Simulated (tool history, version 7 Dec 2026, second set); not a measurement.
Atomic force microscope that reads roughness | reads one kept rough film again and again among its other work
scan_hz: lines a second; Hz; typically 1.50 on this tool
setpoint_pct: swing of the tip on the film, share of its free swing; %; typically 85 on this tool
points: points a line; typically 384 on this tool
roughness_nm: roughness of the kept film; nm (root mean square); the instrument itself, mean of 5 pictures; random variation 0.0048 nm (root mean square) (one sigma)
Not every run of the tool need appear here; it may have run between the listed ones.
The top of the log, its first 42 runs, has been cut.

run    hour  scan_hz  setpoint_pct  points  pictures with this tip  hours of work since the height scale was calibrated  roughness_nm
 43  2327.4     1.39            55     273                     104                                                   98         1.462
 44  2369.2     1.59            55     882                     140                                                  118         1.451
 45  2445.0     1.59            55     882                     206                                                  153         1.471
 46  2482.5     3.96            62     817                     238                                                  171         1.411
 47  2526.2     3.96            62     817                     275                                                  191         1.415
 48  2601.5     3.96            62     817                     340                                                  227         1.411
 49  2656.2     3.96            62     817                     387                                                  252         1.421
     2663.3  -- new tip fitted
 50  2706.1     1.17            87     513                      37                                                  276         1.409
 51  2778.4     2.06            71     320                      99                                                  310         1.413
 52  2839.5     2.06            71     320                     151                                                  338         1.421

Forecast each of these 5 alternatives for the next run:
  A  2879.7     2.06            78     320                     186                                                  357             ?
  B  2879.7     2.06            71     766                     186                                                  357             ?
  C  2879.7     1.10            59     960                     186                                                  357             ?
  D  2879.7     3.42            85     384                     186                                                  357             ?
  E  2879.7     0.77            56     822                     186                                                  357             ?

run  roughness_nm
  A         1.399
  B         1.418
  C         1.465
  D         1.316
  E         1.453
What these runs would have given with no unlogged condition in the tool:
run  roughness_nm
  A         1.400
  B         1.420
  C         1.467
  D         1.318
  E         1.455
